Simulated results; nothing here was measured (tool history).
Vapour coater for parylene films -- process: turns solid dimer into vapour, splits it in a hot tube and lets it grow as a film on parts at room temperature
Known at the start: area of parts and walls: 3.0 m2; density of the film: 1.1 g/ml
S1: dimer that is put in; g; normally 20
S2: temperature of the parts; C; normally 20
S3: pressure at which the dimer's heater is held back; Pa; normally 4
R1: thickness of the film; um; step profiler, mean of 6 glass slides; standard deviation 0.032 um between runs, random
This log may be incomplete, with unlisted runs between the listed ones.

run 1 hour=0 | S1=20 S2=20 S3=4 | R1=3.44
run 2 hour=14.3 | S1=20 S2=20 S3=4 | R1=3.52
run 3 hour=24.6 | S1=20 S2=20 S3=4 | R1=3.48
run 4 hour=42.4 | S1=20 S2=20 S3=4 | R1=3.51
run 5 hour=54.3 | S1=20 S2=20 S3=4 | R1=3.44
run 6 hour=73.8 | S1=20 S2=20 S3=4 | R1=3.5
run 7 hour=88.5 | S1=20 S2=13 S3=4 | R1=4.12
run 8 hour=108.7 | S1=20 S2=13 S3=4 | R1=4.14
-- hour=110.7 table's thermometer calibrated
run 9 hour=122.9 | S1=20 S2=13 S3=4 | R1=4.09
-- hour=131.6 trap's valve overhauled
run 10 hour=138.4 | S1=20 S2=13 S3=4 | R1=4.66
run 11 hour=156.3 | S1=20 S2=13 S3=4 | R1=4.63
run 12 hour=168.3 | S1=20 S2=13 S3=4 | R1=4.71
run 13 hour=179.6 | S1=20 S2=29 S3=2.61 | R1=3.45
run 14 hour=200.8 | S1=23 S2=29 S3=4.78 | R1=3.42
run 15 hour=215.8 | S1=20 S2=13 S3=3.49 | R1=4.75
run 16 hour=232.8 | S1=20 S2=13 S3=2.51 | R1=5.14
-- hour=242 table's thermometer calibrated, once more
run 17 hour=255.7 | S1=20 S2=28 S3=4.32 | R1=3.09
run 18 hour=267.6 | S1=20 S2=28 S3=4.32 | R1=3.08

What if the next run were any one of these 4? Each begins from the tool's condition after run 18:
run A hour=289.5 | S1=12 S2=12 S3=4.32 | R1=?
run B hour=289.5 | S1=20 S2=13 S3=4 | R1=?
run C hour=289.5 | S1=20 S2=20 S3=8.55 | R1=?
run D hour=289.5 | S1=20 S2=20 S3=9.75 | R1=?

run=A R1=2.74
run=B R1=4.57
run=C R1=3.16
run=D R1=3.11
Stripped of hidden state, with their random variation kept, the same runs would have yielded:
run=A R1=2.83
run=B R1=4.73
run=C R1=3.27
run=D R1=3.22

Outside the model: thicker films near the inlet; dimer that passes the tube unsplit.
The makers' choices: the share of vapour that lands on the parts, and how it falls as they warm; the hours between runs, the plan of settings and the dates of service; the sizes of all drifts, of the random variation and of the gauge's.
